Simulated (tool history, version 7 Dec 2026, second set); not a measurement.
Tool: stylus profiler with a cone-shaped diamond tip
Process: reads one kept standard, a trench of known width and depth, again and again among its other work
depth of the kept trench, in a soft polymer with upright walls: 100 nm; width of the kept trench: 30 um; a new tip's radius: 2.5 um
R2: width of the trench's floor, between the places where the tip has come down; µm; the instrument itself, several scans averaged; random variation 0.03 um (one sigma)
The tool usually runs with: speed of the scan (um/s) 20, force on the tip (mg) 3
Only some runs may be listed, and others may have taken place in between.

Run 1, day 0: usual settings. Result: depth of the trench (Å) 1018.1, R2 28.42 µm.
Run 2, day 1.758: usual settings. Result: depth of the trench (Å) 1018.1, R2 28.36 µm.
Run 3, day 3.512: usual settings. Result: depth of the trench (Å) 1018.4, R2 28.35 µm.
Run 4, day 4.779: usual settings. Result: depth of the trench (Å) 1018.5, R2 28.39 µm.
At day 6.446: height scale calibrated on a step standard.
Run 5, day 7.367: usual settings. Result: depth of the trench (Å) 1016.1, R2 28.34 µm.
Run 6, day 9.538: usual settings. Result: depth of the trench (Å) 1016.3, R2 28.38 µm.
Run 7, day 11.45: usual settings. Result: depth of the trench (Å) 1016.9, R2 28.39 µm.
Run 8, day 13.942: usual settings. Result: depth of the trench (Å) 1016.8, R2 28.37 µm.
Run 9, day 15.392: usual settings but speed of the scan (um/s) 12. Result: depth of the trench (Å) 1016.3, R2 28.38 µm.
Run 10, day 16.55: usual settings but speed of the scan (um/s) 5. Result: depth of the trench (Å) 1016.2, R2 28.4 µm.
Run 11, day 18.321: usual settings but speed of the scan (um/s) 5. Result: depth of the trench (Å) 1016.6, R2 28.44 µm.
Run 12, day 20.446: usual settings but speed of the scan (um/s) 5. Result: depth of the trench (Å) 1016.9, R2 28.42 µm.
Run 13, day 23.146: usual settings but speed of the scan (um/s) 5. Result: depth of the trench (Å) 1016.8, R2 28.39 µm.
Run 14, day 25.812: usual settings but speed of the scan (um/s) 5. Result: depth of the trench (Å) 1016.7, R2 28.44 µm.
Run 15, day 27.612: usual settings but speed of the scan (um/s) 5. Result: depth of the trench (Å) 1016.9, R2 28.41 µm.
Run 16, day 29.625: usual settings but speed of the scan (um/s) 47, force on the tip (mg) 1.08. Result: depth of the trench (Å) 1008.7, R2 28.13 µm.
Run 17, day 31.392: usual settings but speed of the scan (um/s) 35, force on the tip (mg) 1.33. Result: depth of the trench (Å) 1010.3, R2 28.16 µm.
Run 18, day 34.021: usual settings but speed of the scan (um/s) 23, force on the tip (mg) 2.53. Result: depth of the trench (Å) 1015.2, R2 28.3 µm.
Run 19, day 35.533: usual settings but speed of the scan (um/s) 17, force on the tip (mg) 6.49. Result: depth of the trench (Å) 1028.2, R2 28.4 µm.
Run 20, day 38.167: usual settings but speed of the scan (um/s) 17, force on the tip (mg) 6.49. Result: depth of the trench (Å) 1028.1, R2 28.34 µm.
Run 21, day 39.633: usual settings but speed of the scan (um/s) 70, force on the tip (mg) 6.52. Result: depth of the trench (Å) 1028.5, R2 28.15 µm.
Run 22, day 41.654: usual settings but speed of the scan (um/s) 23, force on the tip (mg) 1.3. Result: depth of the trench (Å) 1010, R2 28.18 µm.
Run 23, day 42.996: usual settings but speed of the scan (um/s) 26, force on the tip (mg) 4.4. Result: depth of the trench (Å) 1021.8, R2 28.29 µm.
Run 24, day 44.671: usual settings but speed of the scan (um/s) 26, force on the tip (mg) 4.55. Result: depth of the trench (Å) 1022.5, R2 28.27 µm.
Run 25, day 47.171: usual settings but speed of the scan (um/s) 42, force on the tip (mg) 1.08. Result: depth of the trench (Å) 1009.2, R2 28.14 µm.

Each row is a separate what-if for the run after 25, all from the same tool condition, not one after another. Results?
Run A, day 48.633: usual settings but speed of the scan (um/s) 25, force on the tip (mg) 5.59. Result: depth of the trench (Å) ?, R2 ?.
Run B, day 48.633: usual settings but speed of the scan (um/s) 28, force on the tip (mg) 3.8. Result: depth of the trench (Å) ?, R2 ?.
Run C, day 48.633: usual settings but speed of the scan (um/s) 28, force on the tip (mg) 1.25. Result: depth of the trench (Å) ?, R2 ?.
Run D, day 48.633: usual settings but speed of the scan (um/s) 13, force on the tip (mg) 6.11. Result: depth of the trench (Å) ?, R2 ?.
Run E, day 48.633: usual settings but speed of the scan (um/s) 14, force on the tip (mg) 3.67. Result: depth of the trench (Å) ?, R2 ?.

run  depth of the trench (Å)     R2
  A                   1025.7  28.28
  B                   1020.3   28.3
  C                   1010.2  28.19
  D                   1027.5  28.35
  E                   1019.7  28.33
Take away the tool's hidden state, keep each run's random variation, and the runs would have read:
run  depth of the trench (Å)     R2
  A                   1024.9  28.51
  B                   1019.5  28.53
  C                   1009.4  28.42
  D                   1026.7  28.58
  E                   1018.9  28.56
